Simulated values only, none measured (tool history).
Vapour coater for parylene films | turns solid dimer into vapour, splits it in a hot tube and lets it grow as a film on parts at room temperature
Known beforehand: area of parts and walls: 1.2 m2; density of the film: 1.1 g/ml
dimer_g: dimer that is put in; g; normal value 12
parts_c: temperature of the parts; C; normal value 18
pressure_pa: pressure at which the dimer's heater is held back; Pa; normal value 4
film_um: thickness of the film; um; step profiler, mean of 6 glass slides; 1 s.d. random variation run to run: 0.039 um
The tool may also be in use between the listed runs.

| run | hour | dimer_g | parts_c | pressure_pa | film_um |
|---|---|---|---|---|---|
| 1 | 0 | 12 | 18 | 4 | 4.94 |
| 2 | 8.7 | 12 | 18 | 4 | 4.98 |
| 3 | 17.8 | 12 | 18 | 4 | 5.07 |
| 4 | 31.6 | 12 | 18 | 4 | 4.95 |
| 5 | 43.2 | 7 | 18 | 4 | 2.89 |
| 6 | 55.4 | 7 | 18 | 4 | 2.88 |
| 7 | 64 | 7 | 18 | 4 | 2.91 |
| 8 | 82.3 | 7 | 18 | 4 | 2.89 |
| 9 | 99.2 | 7 | 18 | 4 | 2.9 |
| 10 | 118.8 | 7 | 18 | 4 | 2.9 |
| 11 | 131.8 | 7 | 18 | 5.25 | 2.75 |
| 12 | 145.7 | 7 | 18 | 5.25 | 2.75 |
| 13 | 160.8 | 7 | 18 | 5.25 | 2.84 |
| 14 | 175.2 | 7 | 18 | 5.25 | 2.79 |
| 15 | 194.7 | 7 | 18 | 5.25 | 2.76 |
| 16 | 203.5 | 12 | 12 | 4 | 6.62 |
| 17 | 212.1 | 17 | 18 | 4 | 6.95 |
| 18 | 231.8 | 17 | 18 | 4 | 6.86 |
| 19 | 243.4 | 17 | 18 | 4 | 6.88 |
| 20 | 259 | 12 | 28 | 4 | 2.98 |
| 21 | 271.2 | 12 | 17 | 4 | 5.13 |
| 22 | 284.5 | 12 | 18 | 4 | 4.8 |
| 23 | 295 | 12 | 18 | 4 | 4.93 |
| 24 | 314.5 | 12 | 18 | 4 | 4.8 |
| 25 | 333.2 | 12 | 16 | 4.26 | 5.33 |
| 26 | 351.4 | 5 | 16 | 4.26 | 2.2 |
| 27 | 363.4 | 17 | 29 | 4.45 | 3.96 |
| 28 | 374.9 | 17 | 29 | 4.45 | 3.9 |
| 29 | 385 | 17 | 29 | 4.45 | 3.98 |
| 30 | 397.3 | 17 | 29 | 4.45 | 3.95 |
| 31 | 417 | 8 | 11 | 4.45 | 4.51 |
| 32 | 431.2 | 14 | 18 | 4.23 | 5.64 |
| 33 | 443.2 | 9 | 14 | 6.1 | 4.17 |
| 34 | 457.5 | 21 | 14 | 9.4 | 9.31 |
| 35 | 469.4 | 21 | 14 | 9.4 | 9.42 |
| 36 | 486.4 | 12 | 12 | 5.19 | 6.25 |
| 37 | 498.8 | 12 | 12 | 5.19 | 6.21 |
| 38 | 515.3 | 12 | 12 | 5.19 | 6.14 |
| 39 | 524.2 | 7 | 16 | 8.88 | 2.78 |
| 40 | 542.8 | 5 | 18 | 2.66 | 2.07 |
| 41 | 551.6 | 22 | 19 | 2.66 | 8.63 |
| 42 | 567.8 | 5 | 25 | 5.94 | 1.31 |
| 43 | 582.1 | 6 | 18 | 4 | 2.34 |
| 44 | 596.3 | 15 | 18 | 2.67 | 6.13 |

Here are 4 independent what-if runs from the current tool condition. What would each one return?
|  | 608.3 | trap's valve overhauled |
| A | 615.8 | 6 | 14 | 5.49 | ? |
|  | 608.3 | trap's valve overhauled |
| B | 615.8 | 9 | 18 | 7.75 | ? |
|  | 608.3 | trap's valve overhauled |
| C | 615.8 | 12 | 29 | 6.64 | ? |
|  | 608.3 | trap's valve overhauled |
| D | 615.8 | 6 | 16 | 4 | ? |

| run | film_um |
|---|---|
| A | 3.03 |
| B | 3.54 |
| C | 2.82 |
| D | 2.81 |
What these runs would have given with no unlogged condition in the tool:
| run | film_um |
|---|---|
| A | 3.11 |
| B | 3.64 |
| C | 2.89 |
| D | 2.88 |
